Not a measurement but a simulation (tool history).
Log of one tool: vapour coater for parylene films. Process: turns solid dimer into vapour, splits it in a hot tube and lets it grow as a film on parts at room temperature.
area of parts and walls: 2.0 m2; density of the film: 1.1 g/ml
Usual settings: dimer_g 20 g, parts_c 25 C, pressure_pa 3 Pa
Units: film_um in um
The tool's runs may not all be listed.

run     day  dimer_g  parts_c  pressure_pa  film_um
  1       0       20       25            3     6.97
  2   1.471       20       25            3     7.03
  3   3.388       20       25            3     6.86
  4     4.4       20       25            3     6.92
      4.562  -- table's thermometer calibrated
  5   5.404       20       25            3     6.71
  6   7.704       20       25         6.31     5.63
  7   9.562       16       21         6.31      5.4
  8  10.592       20       27            3     6.05
  9  12.608       30       17         3.14    12.83

Forecast run 10:
     13.112  -- table's thermometer calibrated, once more
 10  14.9       30       35         4.82        ?

{"run 10": {"film_um": 5.87}}
Without the tool's hidden state the same run would have given film_um 6.16 um.
